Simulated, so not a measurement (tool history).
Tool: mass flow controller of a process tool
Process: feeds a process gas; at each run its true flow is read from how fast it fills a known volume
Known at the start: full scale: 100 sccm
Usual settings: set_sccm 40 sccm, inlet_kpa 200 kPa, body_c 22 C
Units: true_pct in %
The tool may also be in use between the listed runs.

{"run": 1, "day": 0.0, "set_sccm": 40, "inlet_kpa": 200, "body_c": 22, "true_pct": 99.42}
{"run": 2, "day": 4.546, "set_sccm": 40, "inlet_kpa": 200, "body_c": 22, "true_pct": 99.59}
{"run": 3, "day": 9.588, "set_sccm": 40, "inlet_kpa": 200, "body_c": 22, "true_pct": 99.82}
{"run": 4, "day": 13.846, "set_sccm": 40, "inlet_kpa": 200, "body_c": 22, "true_pct": 100.16}
{"run": 5, "day": 18.446, "set_sccm": 40, "inlet_kpa": 200, "body_c": 22, "true_pct": 100.29}
{"run": 6, "day": 22.146, "set_sccm": 40, "inlet_kpa": 200, "body_c": 22, "true_pct": 100.58}
{"run": 7, "day": 27.142, "set_sccm": 52, "inlet_kpa": 200, "body_c": 22, "true_pct": 100.78}
{"run": 8, "day": 31.975, "set_sccm": 52, "inlet_kpa": 200, "body_c": 31, "true_pct": 101.38}
{"run": 9, "day": 34.412, "set_sccm": 40, "inlet_kpa": 213, "body_c": 22, "true_pct": 101.08}

The next listed run, before its measurement:
{"run": 10, "day": 37.021, "set_sccm": 40, "inlet_kpa": 213, "body_c": 22, "true_pct": "?"}

true_pct: 101.18 %
Without the tool's hidden state the same run would have given true_pct 99.43 %.

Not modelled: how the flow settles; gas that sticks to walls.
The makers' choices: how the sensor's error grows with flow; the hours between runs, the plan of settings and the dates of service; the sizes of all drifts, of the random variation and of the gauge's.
